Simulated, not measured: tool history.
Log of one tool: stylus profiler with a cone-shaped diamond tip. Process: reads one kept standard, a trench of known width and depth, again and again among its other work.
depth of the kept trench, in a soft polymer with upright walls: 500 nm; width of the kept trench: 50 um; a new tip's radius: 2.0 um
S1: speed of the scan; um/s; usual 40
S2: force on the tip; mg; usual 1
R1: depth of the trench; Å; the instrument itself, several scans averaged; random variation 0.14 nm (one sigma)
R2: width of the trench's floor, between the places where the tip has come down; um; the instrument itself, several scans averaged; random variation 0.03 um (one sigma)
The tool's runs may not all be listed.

run	hour	S1	S2	R1	R2
1	0	40	1	5009.8	46.97
2	10.4	40	1	5010.7	47.01
3	32.9	19	1	5011.2	47.11
4	50.5	87	1	5009.1	46.76
5	64.9	40	1.6	5016.4	47.01
6	76.1	40	1.6	5015.2	47.04
7	94.5	40	2.09	5020.5	47.08
8	113.3	40	2.09	5020.1	47.07
9	131.1	40	0.36	4998.7	46.83
10	147.9	40	0.36	5000.2	46.82
11	163	40	0.36	4998.4	46.84
12	178.8	40	1.44	5013.5	47.04
13	193	40	1.44	5015	47.03
# hour 194.8: height scale calibrated on a step standard
14	210.5	40	1.44	5011.9	46.98
15	224.9	40	1.44	5008.7	47.01
16	244.9	40	1.44	5013.3	47.01
17	260.2	40	1.44	5012.3	46.99
18	275.6	40	1.44	5012.8	47.04
19	286.8	40	1.44	5010.9	46.98
20	296.8	40	1.44	5012.2	46.98
21	308	40	1.44	5012.5	46.98
# hour 318: height scale calibrated on a step standard, once more
22	327	83	1.7	5025.8	46.84
23	349.3	84	0.47	5009.5	46.44
24	368.1	12	1.05	5017.6	47.12
25	387	48	0.73	5011.8	46.83
26	399.3	48	0.73	5015.8	46.84
27	419	60	2.21	5028.7	46.89
28	441.5	17	2.21	5027.2	47.09
29	460.9	17	2.21	5029.4	47.05
30	476.6	17	2.21	5031.2	47.18
31	496.8	17	2.21	5028.1	47.09
32	511.5	17	0.36	5009.6	46.97
33	535	11	1.06	5015.7	47.07
34	557	11	1.06	5014.2	47.04
35	567.3	15	2.69	5031.6	47.07
36	584.8	42	0.81	5011.8	46.84
37	597.1	42	0.81	5011.9	46.87
38	620.4	43	1.06	5014.7	46.9
39	641.7	13	0.55	5008.1	47.03
40	663.9	108	1.24	5014.3	46.6
41	682.1	157	1.96	5022.2	46.47
42	693.9	110	1	5014.1	46.49

4 ways to go on from here, each from the tool as it stands after run 42. What would each give?
A	710.4	101	1	?	?
B	710.4	95	0.52	?	?
C	710.4	36	2.21	?	?
D	710.4	16	0.66	?	?

run	R1	R2
A	5010.9	46.54
B	5005.1	46.37
C	5025.5	46.95
D	5011.1	46.94
Without the tool's hidden state the same runs would have given:
run	R1	R2
A	5016.9	46.8
B	5011.1	46.63
C	5031.5	47.21
D	5017.1	47.2
